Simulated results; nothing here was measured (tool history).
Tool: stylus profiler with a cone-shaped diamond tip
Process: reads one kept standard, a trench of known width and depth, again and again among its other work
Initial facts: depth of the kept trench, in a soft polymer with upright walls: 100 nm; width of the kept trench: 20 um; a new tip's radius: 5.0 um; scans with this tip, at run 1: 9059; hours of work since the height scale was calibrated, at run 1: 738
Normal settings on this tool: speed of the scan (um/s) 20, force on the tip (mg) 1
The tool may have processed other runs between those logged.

run	day	speed of the scan (um/s)	force on the tip (mg)	scans with this tip	hours of work since the height scale was calibrated	depth of the trench (angstrom)	width of the trench's floor (um)
1	0	20	1	9059	738	1011	17.44
2	1.125	52	1	9324	760	1011.8	17.14
3	1.65	11	1	9447	770	1011.7	17.5
4	2.325	11	1	9606	783	1010.9	17.48
5	2.842	20	2.51	9729	793	1018	17.48
6	3.754	20	1	9943	810	1011.2	17.4
7	4.358	20	1	10086	822	1011.1	17.39
8	5.079	20	1	10256	836	1011.7	17.4
9	5.912	20	1	10452	852	1011.9	17.4
10	6.454	20	1	10580	862	1011.7	17.36
11	7	20	1	10708	873	1011.2	17.4
12	7.862	14	1	10912	889	1012.1	17.37
13	9.029	14	1	11186	912	1010.8	17.35
14	9.933	9	0.67	11399	929	1009.3	17.41
15	10.9	9	0.67	11627	947	1010.3	17.45
16	11.483	7	2.12	11764	959	1017.9	17.39
17	12.425	8	1.49	11986	977	1013	17.42
18	13.092	8	1.49	12143	990	1013.1	17.4
19	13.888	9	0.76	12330	1005	1010.8	17.36
20	14.654	25	0.46	12511	1019	1009.1	17.17
21	15.433	25	0.46	12694	1034	1008.8	17.16
22	16.133	25	1.08	12859	1048	1013	17.23
23	17.025	25	1.08	13070	1065	1013.1	17.26

Each row is a separate what-if for the run after 23, all from the same tool condition, not one after another. Results?
A	17.667	8	0.83	13221	1077	?	?
B	17.667	32	0.72	13221	1077	?	?
C	17.667	12	1.08	13221	1077	?	?
D	17.667	39	0.94	13221	1077	?	?

run	depth of the trench (angstrom)	width of the trench's floor (um)
A	1011.5	17.34
B	1011.2	17.12
C	1013.3	17.32
D	1012.2	17.11
Take away the tool's hidden state, keep each run's random variation, and the runs would have read:
run	depth of the trench (angstrom)	width of the trench's floor (um)
A	1006.6	17.93
B	1006.3	17.71
C	1008.4	17.91
D	1007.3	17.7
